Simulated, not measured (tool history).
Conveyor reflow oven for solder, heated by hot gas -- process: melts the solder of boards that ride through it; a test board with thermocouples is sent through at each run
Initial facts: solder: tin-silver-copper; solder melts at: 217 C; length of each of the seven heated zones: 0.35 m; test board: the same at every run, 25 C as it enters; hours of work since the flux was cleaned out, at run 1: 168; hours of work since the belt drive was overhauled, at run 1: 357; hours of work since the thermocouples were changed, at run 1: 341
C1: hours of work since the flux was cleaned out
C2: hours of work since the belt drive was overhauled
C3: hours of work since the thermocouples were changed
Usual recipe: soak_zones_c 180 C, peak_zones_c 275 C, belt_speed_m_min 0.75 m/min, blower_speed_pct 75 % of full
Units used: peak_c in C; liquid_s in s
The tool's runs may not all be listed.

Run 1, hour 0: usual settings; C1 168; C2 357; C3 341. Result: peak_c 258.7 C, liquid_s 46.6 s.
Run 2, hour 17.5: usual settings; C1 178; C2 367; C3 351. Result: peak_c 258.2 C, liquid_s 46.4 s.
Run 3, hour 30.5: usual settings; C1 185; C2 375; C3 358. Result: peak_c 258.5 C, liquid_s 46.6 s.
Run 4, hour 44.5: usual settings but belt_speed_m_min 0.839 m/min; C1 193; C2 382; C3 366. Result: peak_c 254.3 C, liquid_s 39.5 s.
Run 5, hour 57.1: usual settings but blower_speed_pct 77 % of full; C1 200; C2 390; C3 373. Result: peak_c 259 C, liquid_s 46.9 s.
Run 6, hour 76: usual settings but blower_speed_pct 77 % of full; C1 211; C2 400; C3 384. Result: peak_c 258.8 C, liquid_s 46.9 s.
Run 7, hour 90.8: usual settings but peak_zones_c 281 C; C1 220; C2 409; C3 392. Result: peak_c 263 C, liquid_s 48.6 s.
Run 8, hour 101: usual settings but peak_zones_c 281 C; C1 225; C2 415; C3 398. Result: peak_c 263.4 C, liquid_s 48.8 s.
Run 9, hour 111.5: usual settings but peak_zones_c 281 C; C1 231; C2 420; C3 404. Result: peak_c 263.5 C, liquid_s 48.4 s.
Run 10, hour 121.3: usual settings but peak_zones_c 279 C; C1 237; C2 426; C3 410. Result: peak_c 261.8 C, liquid_s 48.1 s.
Run 11, hour 135.4: usual settings but peak_zones_c 268 C; C1 245; C2 434; C3 418. Result: peak_c 252.1 C, liquid_s 43.8 s.
Run 12, hour 151.1: usual settings but peak_zones_c 268 C; C1 254; C2 443; C3 427. Result: peak_c 252.2 C, liquid_s 43.4 s.
Run 13, hour 169.2: usual settings but peak_zones_c 268 C; C1 264; C2 453; C3 437. Result: peak_c 252.2 C, liquid_s 43.6 s.
Run 14, hour 180.3: usual settings but peak_zones_c 268 C; C1 270; C2 460; C3 443. Result: peak_c 251.6 C, liquid_s 43.7 s.
Run 15, hour 189.6: usual settings but belt_speed_m_min 0.613 m/min; C1 276; C2 465; C3 448. Result: peak_c 264 C, liquid_s 60.9 s.
Run 16, hour 202.6: usual settings but belt_speed_m_min 0.613 m/min; C1 283; C2 472; C3 456. Result: peak_c 263.9 C, liquid_s 60.6 s.
Run 17, hour 217.3: usual settings but soak_zones_c 172 C, belt_speed_m_min 0.617 m/min, blower_speed_pct 63 % of full; C1 291; C2 481; C3 464. Result: peak_c 259.5 C, liquid_s 55.6 s.
At hour 223.5: flux residue cleaned out of gas plates and filters.
Run 18, hour 230.5: usual settings but peak_zones_c 264 C; C1 4; C2 485; C3 469. Result: peak_c 247.8 C, liquid_s 41.3 s.
Run 19, hour 245.6: usual settings but peak_zones_c 264 C; C1 13; C2 494; C3 477. Result: peak_c 248.2 C, liquid_s 41 s.
Run 20, hour 260.3: usual settings but soak_zones_c 172 C, belt_speed_m_min 0.824 m/min, blower_speed_pct 55 % of full; C1 21; C2 502; C3 486. Result: peak_c 244 C, liquid_s 31.3 s.
Run 21, hour 268.6: usual settings but soak_zones_c 195 C, peak_zones_c 274 C, belt_speed_m_min 0.786 m/min, blower_speed_pct 61 % of full; C1 26; C2 507; C3 490. Result: peak_c 253.6 C, liquid_s 46.3 s.
Run 22, hour 281.4: usual settings but soak_zones_c 185 C, peak_zones_c 264 C, blower_speed_pct 58 % of full; C1 33; C2 514; C3 498. Result: peak_c 243.5 C, liquid_s 38.8 s.
Run 23, hour 297: usual settings but soak_zones_c 189 C, peak_zones_c 264 C, blower_speed_pct 56 % of full; C1 42; C2 523; C3 506. Result: peak_c 243.9 C, liquid_s 40.4 s.
Run 24, hour 308.6: usual settings but soak_zones_c 172 C, belt_speed_m_min 0.812 m/min; C1 48; C2 529; C3 513. Result: peak_c 253 C, liquid_s 38 s.
At hour 321: flux residue cleaned out of gas plates and filters, once more.
Run 25, hour 331.1: usual settings but peak_zones_c 281 C; C1 6; C2 539; C3 523. Result: peak_c 263.9 C, liquid_s 49.3 s.
Run 26, hour 345.5: usual settings but soak_zones_c 192 C, peak_zones_c 272 C, belt_speed_m_min 0.653 m/min, blower_speed_pct 87 % of full; C1 14; C2 548; C3 531. Result: peak_c 264 C, liquid_s 61 s.
Run 27, hour 363.7: usual settings but soak_zones_c 192 C, peak_zones_c 272 C, belt_speed_m_min 0.653 m/min, blower_speed_pct 87 % of full; C1 24; C2 558; C3 541. Result: peak_c 263.2 C, liquid_s 61 s.
Run 28, hour 380.1: usual settings but soak_zones_c 179 C, peak_zones_c 267 C, belt_speed_m_min 0.745 m/min; C1 34; C2 567; C3 551. Result: peak_c 252.1 C, liquid_s 43.7 s.
Run 29, hour 398.6: usual settings but soak_zones_c 189 C, peak_zones_c 269 C, belt_speed_m_min 0.663 m/min, blower_speed_pct 58 % of full; C1 44; C2 578; C3 561. Result: peak_c 254.4 C, liquid_s 53.5 s.
Run 30, hour 409.3: usual settings but soak_zones_c 189 C, peak_zones_c 273 C, belt_speed_m_min 0.869 m/min, blower_speed_pct 58 % of full; C1 50; C2 584; C3 567. Result: peak_c 248.2 C, liquid_s 36.5 s.
Run 31, hour 422.6: usual settings but soak_zones_c 194 C, peak_zones_c 276 C, belt_speed_m_min 0.883 m/min, blower_speed_pct 57 % of full; C1 58; C2 591; C3 575. Result: peak_c 250.3 C, liquid_s 38.5 s.

Each row is a separate what-if for the run after 31, all from the same tool condition, not one after another. Results?
Run A, hour 431: usual settings but soak_zones_c 194 C, peak_zones_c 272 C, belt_speed_m_min 0.76 m/min, blower_speed_pct 57 % of full; C1 62; C2 596; C3 580. Result: peak_c ?, liquid_s ?.
Run B, hour 431: usual settings but soak_zones_c 175 C, peak_zones_c 276 C, belt_speed_m_min 0.883 m/min, blower_speed_pct 57 % of full; C1 62; C2 596; C3 580. Result: peak_c ?, liquid_s ?.
Run C, hour 431: usual settings but soak_zones_c 191 C; C1 62; C2 596; C3 580. Result: peak_c ?, liquid_s ?.
Run D, hour 431: usual settings but belt_speed_m_min 0.796 m/min, blower_speed_pct 68 % of full; C1 62; C2 596; C3 580. Result: peak_c ?, liquid_s ?.

run  peak_c  liquid_s
  A   253.3      47.3
  B   245.5      30.3
  C   260.1        51
  D   254.6      41.8
With the hidden condition removed and each run's random variation left untouched, the same runs would have given:
run  peak_c  liquid_s
  A   253.5      46.8
  B   245.5      29.9
  C   260.4      50.5
  D   254.8      41.4
